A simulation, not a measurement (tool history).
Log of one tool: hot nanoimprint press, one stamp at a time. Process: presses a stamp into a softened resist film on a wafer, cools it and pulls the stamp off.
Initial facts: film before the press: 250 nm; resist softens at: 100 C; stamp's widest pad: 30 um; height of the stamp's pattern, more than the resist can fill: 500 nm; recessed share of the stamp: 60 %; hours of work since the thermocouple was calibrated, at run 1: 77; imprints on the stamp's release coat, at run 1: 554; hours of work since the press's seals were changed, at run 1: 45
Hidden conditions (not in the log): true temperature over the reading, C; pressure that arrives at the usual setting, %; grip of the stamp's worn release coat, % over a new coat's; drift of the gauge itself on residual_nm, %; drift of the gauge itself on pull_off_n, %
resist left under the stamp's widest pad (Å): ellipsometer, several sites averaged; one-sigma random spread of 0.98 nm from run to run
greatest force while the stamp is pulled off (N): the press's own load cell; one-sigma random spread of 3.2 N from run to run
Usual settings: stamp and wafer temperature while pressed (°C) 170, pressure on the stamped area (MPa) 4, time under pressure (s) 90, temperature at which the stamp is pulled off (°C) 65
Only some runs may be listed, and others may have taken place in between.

run	hour	stamp and wafer temperature while pressed (°C)	pressure on the stamped area (MPa)	time under pressure (s)	temperature at which the stamp is pulled off (°C)	hours of work since the thermocouple was calibrated	imprints on the stamp's release coat	hours of work since the press's seals were changed	resist left under the stamp's widest pad (Å)	greatest force while the stamp is pulled off (N)
1	0	170	4	90	65	77	554	45	1394	153
2	11.4	163	4	90	65	86	618	54	1812	150
3	21.7	163	4	90	65	94	676	62	1820	155
4	28.3	165	4	90	65	99	713	67	1705	155
5	43.2	165	4	90	50	111	797	79	1708	174
6	54.7	165	4	90	50	120	861	88	1698	169
7	62.3	165	4	90	50	126	904	94	1721	175
8	72.6	170	4	90	65	134	962	102	1423	149
9	83.4	174	4	90	65	143	1022	110	1183	159
# hour 90.2: stamp cleaned and given a new release coat
10	100.4	174	4	90	65	151	58	119	1176	151
11	109.8	170	3.67	90	65	159	111	126	1429	156
12	118.5	170	3.67	90	65	165	160	133	1448	159
13	130.7	170	3.67	90	65	175	228	143	1455	156
14	145.8	170	4	90	65	187	313	154	1402	157
15	152.8	170	4	84	65	192	353	160	1419	154
16	159	170	4	84	65	197	387	165	1441	155
17	174.5	166	4	76	65	209	474	177	1712	150
18	189	166	4	76	65	221	556	188	1724	154
19	199	166	4	76	65	228	612	196	1721	155
20	213.2	166	4	76	65	239	692	207	1733	152
21	220.7	166	4	76	65	245	734	213	1733	154
22	228.8	176	5.2	79	50	252	779	219	1007	169
23	236.4	160	3.92	66	51	258	822	225	2086	170
24	248.1	171	2.9	170	73	267	888	235	1213	142

Run 25 comes next. What will it give?
25	259	174	6.37	55	51	275	949	243	?	?

resist left under the stamp's widest pad (Å): 1159
greatest force while the stamp is pulled off (N): 175
Had the tool carried no hidden state, the very same run would have given resist left under the stamp's widest pad (Å) 1157, greatest force while the stamp is pulled off (N) 174.

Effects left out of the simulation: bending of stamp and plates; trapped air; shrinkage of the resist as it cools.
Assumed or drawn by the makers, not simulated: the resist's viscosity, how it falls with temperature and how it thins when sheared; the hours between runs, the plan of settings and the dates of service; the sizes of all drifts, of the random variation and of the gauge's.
